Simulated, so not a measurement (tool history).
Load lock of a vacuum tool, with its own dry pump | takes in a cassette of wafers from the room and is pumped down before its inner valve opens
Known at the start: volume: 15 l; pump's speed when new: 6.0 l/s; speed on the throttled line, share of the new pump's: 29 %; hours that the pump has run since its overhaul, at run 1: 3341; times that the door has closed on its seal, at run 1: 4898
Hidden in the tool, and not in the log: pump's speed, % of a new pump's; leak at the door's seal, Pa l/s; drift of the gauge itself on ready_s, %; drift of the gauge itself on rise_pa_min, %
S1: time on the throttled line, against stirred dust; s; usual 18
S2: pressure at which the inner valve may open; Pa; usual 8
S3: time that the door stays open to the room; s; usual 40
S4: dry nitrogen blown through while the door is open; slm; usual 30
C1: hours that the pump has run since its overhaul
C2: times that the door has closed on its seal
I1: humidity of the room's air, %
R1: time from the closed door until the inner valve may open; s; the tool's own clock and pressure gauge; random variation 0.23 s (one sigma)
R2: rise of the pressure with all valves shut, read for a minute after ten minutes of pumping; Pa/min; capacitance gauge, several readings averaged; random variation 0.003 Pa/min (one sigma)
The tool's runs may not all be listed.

{"run": 1, "day": 0.0, "S1": 18, "S2": 8, "S3": 40, "S4": 30, "C1": 3341, "C2": 4898, "I1": 48.3, "R1": 37.3, "R2": 0.031}
{"run": 2, "day": 2.392, "S1": 18, "S2": 8, "S3": 40, "S4": 30, "C1": 3398, "C2": 5039, "I1": 43.8, "R1": 37.2, "R2": 0.027}
{"run": 3, "day": 5.8, "S1": 18, "S2": 8, "S3": 40, "S4": 30, "C1": 3480, "C2": 5239, "I1": 43.9, "R1": 37.1, "R2": 0.04}
{"run": 4, "day": 9.183, "S1": 18, "S2": 8, "S3": 40, "S4": 30, "C1": 3562, "C2": 5438, "I1": 43.7, "R1": 36.8, "R2": 0.032}
{"run": 5, "day": 12.146, "S1": 18, "S2": 8, "S3": 40, "S4": 13, "C1": 3633, "C2": 5612, "I1": 47.7, "R1": 36.8, "R2": 0.047}
{"run": 6, "day": 13.754, "S1": 18, "S2": 8, "S3": 40, "S4": 30, "C1": 3671, "C2": 5707, "I1": 45.9, "R1": 36.6, "R2": 0.036}
{"run": 7, "day": 16.567, "S1": 18, "S2": 8, "S3": 40, "S4": 4, "C1": 3739, "C2": 5872, "I1": 41.6, "R1": 37.1, "R2": 0.064}
{"run": 8, "day": 18.746, "S1": 18, "S2": 8, "S3": 40, "S4": 30, "C1": 3791, "C2": 6000, "I1": 43.4, "R1": 36.7, "R2": 0.034}
{"run": 9, "day": 22.383, "S1": 18, "S2": 8, "S3": 40, "S4": 20, "C1": 3878, "C2": 6214, "I1": 46.4, "R1": 37.1, "R2": 0.044}
{"run": 10, "day": 26.05, "S1": 18, "S2": 15, "S3": 40, "S4": 20, "C1": 3966, "C2": 6430, "I1": 45.4, "R1": 34.9, "R2": 0.039}
{"run": 11, "day": 29.662, "S1": 18, "S2": 15, "S3": 40, "S4": 20, "C1": 4053, "C2": 6642, "I1": 44.3, "R1": 35.5, "R2": 0.041}
{"run": 12, "day": 32.35, "S1": 18, "S2": 15, "S3": 40, "S4": 20, "C1": 4118, "C2": 6800, "I1": 45.4, "R1": 35.2, "R2": 0.04}
{"run": 13, "day": 34.929, "S1": 18, "S2": 15, "S3": 40, "S4": 20, "C1": 4179, "C2": 6952, "I1": 40.4, "R1": 35.4, "R2": 0.04}
{"run": 14, "day": 38.292, "S1": 18, "S2": 15, "S3": 40, "S4": 20, "C1": 4260, "C2": 7149, "I1": 45.7, "R1": 35.6, "R2": 0.047}
{"run": 15, "day": 41.546, "S1": 26, "S2": 15, "S3": 40, "S4": 20, "C1": 4338, "C2": 7340, "I1": 47.1, "R1": 41.2, "R2": 0.043}
{"run": 16, "day": 44.196, "S1": 26, "S2": 15, "S3": 40, "S4": 20, "C1": 4402, "C2": 7496, "I1": 41.4, "R1": 41.3, "R2": 0.039}
{"run": 17, "day": 47.162, "S1": 26, "S2": 15, "S3": 40, "S4": 20, "C1": 4473, "C2": 7671, "I1": 46.3, "R1": 41, "R2": 0.046}
{"run": 18, "day": 50.367, "S1": 18, "S2": 8, "S3": 146, "S4": 30, "C1": 4550, "C2": 7859, "I1": 45.8, "R1": 37.1, "R2": 0.064}
{"run": 19, "day": 54.046, "S1": 10, "S2": 13, "S3": 40, "S4": 30, "C1": 4638, "C2": 8075, "I1": 43.9, "R1": 30.1, "R2": 0.037}
{"run": 20, "day": 57.704, "S1": 18, "S2": 8, "S3": 40, "S4": 5, "C1": 4726, "C2": 8290, "I1": 45.6, "R1": 37.5, "R2": 0.063}
{"run": 21, "day": 59.546, "S1": 18, "S2": 8, "S3": 40, "S4": 5, "C1": 4770, "C2": 8398, "I1": 45, "R1": 37.3, "R2": 0.063}
{"run": 22, "day": 61.925, "S1": 18, "S2": 8, "S3": 29, "S4": 30, "C1": 4827, "C2": 8538, "I1": 41.7, "R1": 37.3, "R2": 0.038}
{"run": 23, "day": 64.908, "S1": 18, "S2": 7, "S3": 40, "S4": 15, "C1": 4899, "C2": 8714, "I1": 45.4, "R1": 37.8, "R2": 0.047}
{"run": 24, "day": 68.012, "S1": 16, "S2": 7, "S3": 41, "S4": 15, "C1": 4973, "C2": 8896, "I1": 45.4, "R1": 35.8, "R2": 0.05}
{"run": 25, "day": 70.612, "S1": 18, "S2": 8, "S3": 33, "S4": 30, "C1": 5036, "C2": 9049, "I1": 43.7, "R1": 37.3, "R2": 0.038}
{"run": 26, "day": 74.258, "S1": 12, "S2": 7, "S3": 86, "S4": 5, "C1": 5123, "C2": 9263, "I1": 43.7, "R1": 33.3, "R2": 0.091}
{"run": 27, "day": 77.575, "S1": 12, "S2": 7, "S3": 86, "S4": 5, "C1": 5203, "C2": 9458, "I1": 43, "R1": 33.4, "R2": 0.088}
{"run": 28, "day": 80.338, "S1": 12, "S2": 7, "S3": 86, "S4": 5, "C1": 5269, "C2": 9621, "I1": 45.2, "R1": 33.4, "R2": 0.095}

Forecast run 29:
{"run": 29, "day": 82.9, "S1": 16, "S2": 15, "S3": 40, "S4": 21, "C1": 5331, "C2": 9771, "I1": 40.2, "R1": "?", "R2": "?"}

Run 29 gave R1 34 s, R2 0.047 Pa/min.
Without the tool's hidden state the same run would have given R1 33.4 s, R2 0.023 Pa/min.

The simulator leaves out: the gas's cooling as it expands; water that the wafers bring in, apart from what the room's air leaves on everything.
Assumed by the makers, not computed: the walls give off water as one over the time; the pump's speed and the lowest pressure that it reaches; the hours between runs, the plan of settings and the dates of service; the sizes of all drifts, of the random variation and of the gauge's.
